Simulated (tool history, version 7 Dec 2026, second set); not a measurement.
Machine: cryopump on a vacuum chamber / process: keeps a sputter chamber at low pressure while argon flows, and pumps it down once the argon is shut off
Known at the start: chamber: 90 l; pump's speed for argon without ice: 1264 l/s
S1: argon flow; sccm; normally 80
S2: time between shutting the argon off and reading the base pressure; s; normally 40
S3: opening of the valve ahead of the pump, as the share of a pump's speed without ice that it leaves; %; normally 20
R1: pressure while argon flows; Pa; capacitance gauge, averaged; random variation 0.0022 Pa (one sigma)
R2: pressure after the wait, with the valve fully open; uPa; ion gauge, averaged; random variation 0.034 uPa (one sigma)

{"run": 1, "hour": 0.0, "S1": 80, "S2": 40, "S3": 20, "R1": 0.5514, "R2": 3.32}
{"run": 2, "hour": 12.4, "S1": 80, "S2": 118, "S3": 20, "R1": 0.5503, "R2": 2.27}
{"run": 3, "hour": 33.3, "S1": 80, "S2": 118, "S3": 20, "R1": 0.555, "R2": 2.3}
{"run": 4, "hour": 56.5, "S1": 80, "S2": 265, "S3": 20, "R1": 0.5494, "R2": 2.01}
{"run": 5, "hour": 79.4, "S1": 80, "S2": 40, "S3": 17, "R1": 0.6496, "R2": 3.34}
{"run": 6, "hour": 91.3, "S1": 80, "S2": 40, "S3": 17, "R1": 0.6507, "R2": 3.49}
{"run": 7, "hour": 106.2, "S1": 80, "S2": 40, "S3": 20, "R1": 0.5577, "R2": 3.44}
{"run": 8, "hour": 129.1, "S1": 80, "S2": 40, "S3": 20, "R1": 0.555, "R2": 3.51}
{"run": 9, "hour": 145.5, "S1": 80, "S2": 101, "S3": 20, "R1": 0.5575, "R2": 2.47}
{"run": 10, "hour": 159.0, "S1": 80, "S2": 101, "S3": 20, "R1": 0.5555, "R2": 2.6}
{"run": 11, "hour": 178.8, "S1": 80, "S2": 101, "S3": 20, "R1": 0.5539, "R2": 2.51}
{"run": 12, "hour": 204.3, "S1": 125, "S2": 56, "S3": 45, "R1": 0.4071, "R2": 3.12}
{"hour": 228.7, "done": "pump warmed up, emptied and cooled again"}
{"run": 13, "hour": 228.8, "S1": 145, "S2": 56, "S3": 45, "R1": 0.4329, "R2": 2.86}
{"run": 14, "hour": 252.4, "S1": 45, "S2": 162, "S3": 48, "R1": 0.1271, "R2": 2.08}
{"run": 15, "hour": 267.5, "S1": 50, "S2": 60, "S3": 31, "R1": 0.2187, "R2": 2.79}
{"run": 16, "hour": 279.4, "S1": 80, "S2": 22, "S3": 22, "R1": 0.4882, "R2": 4.6}
{"run": 17, "hour": 297.2, "S1": 80, "S2": 22, "S3": 22, "R1": 0.4885, "R2": 4.52}
{"run": 18, "hour": 312.1, "S1": 90, "S2": 30, "S3": 15, "R1": 0.8119, "R2": 3.9}
{"run": 19, "hour": 329.2, "S1": 33, "S2": 26, "S3": 15, "R1": 0.2962, "R2": 4.24}

Here are 4 independent what-if runs from the current tool condition. What would each one return?
{"run": "A", "hour": 351.8, "S1": 95, "S2": 271, "S3": 20, "R1": "?", "R2": "?"}
{"run": "B", "hour": 351.8, "S1": 40, "S2": 226, "S3": 20, "R1": "?", "R2": "?"}
{"run": "C", "hour": 351.8, "S1": 96, "S2": 41, "S3": 33, "R1": "?", "R2": "?"}
{"run": "D", "hour": 351.8, "S1": 61, "S2": 55, "S3": 40, "R1": "?", "R2": "?"}

run=A R1=0.6399 R2=2.05
run=B R1=0.2702 R2=2.09
run=C R1=0.394 R2=3.42
run=D R1=0.2083 R2=2.82
The same runs, with their run-to-run variation unchanged, on a tool lacking any hidden condition would have given:
run=A R1=0.6348 R2=0.47
run=B R1=0.268 R2=0.5
run=C R1=0.3888 R2=1.82
run=D R1=0.205 R2=1.29

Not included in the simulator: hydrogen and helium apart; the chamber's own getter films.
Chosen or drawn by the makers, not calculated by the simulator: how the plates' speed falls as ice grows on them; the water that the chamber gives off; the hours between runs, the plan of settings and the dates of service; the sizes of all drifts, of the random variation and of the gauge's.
